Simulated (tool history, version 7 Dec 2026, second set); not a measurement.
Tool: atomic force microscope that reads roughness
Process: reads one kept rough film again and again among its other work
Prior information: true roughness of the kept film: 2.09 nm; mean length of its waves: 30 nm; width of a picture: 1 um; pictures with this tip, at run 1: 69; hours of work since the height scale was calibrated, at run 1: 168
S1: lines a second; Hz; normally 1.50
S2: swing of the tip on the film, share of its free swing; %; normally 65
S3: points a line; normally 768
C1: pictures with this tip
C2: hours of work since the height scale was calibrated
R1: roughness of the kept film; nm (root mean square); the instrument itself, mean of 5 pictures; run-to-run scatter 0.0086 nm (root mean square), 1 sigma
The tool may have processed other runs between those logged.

Run 1, hour 0.0: usual settings; C1 69; C2 168. Result: R1 1.840 nm (root mean square).
Run 2, hour 9.1: usual settings; C1 80; C2 173. Result: R1 1.832 nm (root mean square).
Run 3, hour 13.5: usual settings; C1 86; C2 175. Result: R1 1.831 nm (root mean square).
Run 4, hour 19.2: usual settings but S1 0.60 Hz; C1 93; C2 178. Result: R1 1.890 nm (root mean square).
Run 5, hour 29.0: usual settings but S1 0.60 Hz; C1 105; C2 183. Result: R1 1.866 nm (root mean square).
Run 6, hour 37.3: usual settings but S1 0.60 Hz; C1 116; C2 188. Result: R1 1.863 nm (root mean square).
Run 7, hour 43.1: usual settings but S1 0.60 Hz; C1 123; C2 191. Result: R1 1.856 nm (root mean square).
Run 8, hour 50.8: usual settings but S1 0.60 Hz; C1 133; C2 195. Result: R1 1.848 nm (root mean square).
Run 9, hour 57.6: usual settings but S1 3.03 Hz; C1 141; C2 198. Result: R1 1.699 nm (root mean square).
Run 10, hour 67.4: usual settings but S1 0.99 Hz, S2 81 %, S3 517; C1 154; C2 204. Result: R1 1.718 nm (root mean square).
Run 11, hour 73.6: usual settings but S2 88 %; C1 161; C2 207. Result: R1 1.590 nm (root mean square).
Run 12, hour 82.4: usual settings but S2 88 %; C1 172; C2 211. Result: R1 1.595 nm (root mean square).
Run 13, hour 92.9: usual settings but S1 2.52 Hz, S2 88 %; C1 186; C2 217. Result: R1 1.419 nm (root mean square).
Run 14, hour 99.8: usual settings but S1 2.52 Hz, S2 88 %; C1 194; C2 221. Result: R1 1.436 nm (root mean square).
Run 15, hour 106.8: usual settings but S1 2.52 Hz, S2 88 %; C1 203; C2 224. Result: R1 1.423 nm (root mean square).
Run 16, hour 114.6: usual settings but S1 1.24 Hz, S2 62 %; C1 213; C2 228. Result: R1 1.762 nm (root mean square).
Run 17, hour 120.5: usual settings but S3 737; C1 220; C2 232. Result: R1 1.723 nm (root mean square).

Pick out some run-to-run changes in R1. Of each, how much would a tool without hidden state show as well, from the settings, what came in and chance, and how much is left for the hidden state and any gauge scatter not in both results compared?
The tool's hidden condition here consists of: radius of the tip, nm; height scale over the true one, %; drift of the gauge itself on roughness_nm, %.
Run 15 -> 16: S1 2.52 -> 1.24, S2 88 -> 62. R1 +0.339 nm (root mean square): hidden state -0.038, all else +0.377.
